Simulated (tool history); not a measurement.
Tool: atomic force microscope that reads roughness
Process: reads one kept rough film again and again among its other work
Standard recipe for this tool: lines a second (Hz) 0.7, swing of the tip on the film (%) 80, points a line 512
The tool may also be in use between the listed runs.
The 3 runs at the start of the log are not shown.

| run | day | lines a second (Hz) | swing of the tip on the film (%) | points a line | roughness of the kept film (nm (root mean square)) |
|---|---|---|---|---|---|
| 4 | 1.554 | 0.7 | 88 | 512 | 1.062 |
| 5 | 2.075 | 0.7 | 80 | 512 | 1.09 |
| 6 | 2.504 | 0.7 | 80 | 512 | 1.086 |
| 7 | 2.858 | 0.7 | 80 | 512 | 1.089 |
| 8 | 3.267 | 0.7 | 80 | 512 | 1.084 |
| 9 | 3.546 | 0.7 | 80 | 512 | 1.081 |
| 10 | 3.804 | 0.7 | 80 | 512 | 1.087 |
| 11 | 4.067 | 0.7 | 80 | 512 | 1.083 |
| 12 | 4.654 | 0.7 | 80 | 512 | 1.086 |
| 13 | 4.904 | 0.581 | 80 | 512 | 1.094 |
| 14 | 5.521 | 0.581 | 80 | 512 | 1.092 |
| 15 | 5.917 | 0.581 | 80 | 512 | 1.087 |
| 16 | 6.3 | 0.7 | 61 | 512 | 1.128 |
| 17 | 6.742 | 0.7 | 61 | 512 | 1.126 |
| 18 | 7.254 | 0.93 | 61 | 512 | 1.122 |
| 19 | 7.829 | 0.93 | 61 | 512 | 1.115 |
|  | 8.321 | new tip fitted |
| 20 | 8.471 | 0.93 | 61 | 512 | 1.138 |
| 21 | 8.779 | 0.93 | 61 | 512 | 1.143 |
| 22 | 9.117 | 3.256 | 80 | 512 | 0.892 |
| 23 | 9.679 | 3.256 | 80 | 512 | 0.884 |
| 24 | 9.95 | 3.256 | 80 | 512 | 0.879 |
| 25 | 10.321 | 3.256 | 80 | 512 | 0.885 |
| 26 | 10.783 | 2.05 | 69 | 512 | 1.055 |
| 27 | 11.229 | 1.177 | 61 | 425 | 1.117 |
| 28 | 11.712 | 1.177 | 61 | 425 | 1.127 |

Predict the results of run 29:
| 29 | 12.212 | 0.99 | 80 | 468 | ? |

Logged for run 29: roughness of the kept film (nm (root mean square)) 1.059.
Were there no unlogged condition in the tool, this run, its random variation unchanged, would have produced roughness of the kept film (nm (root mean square)) 1.073.
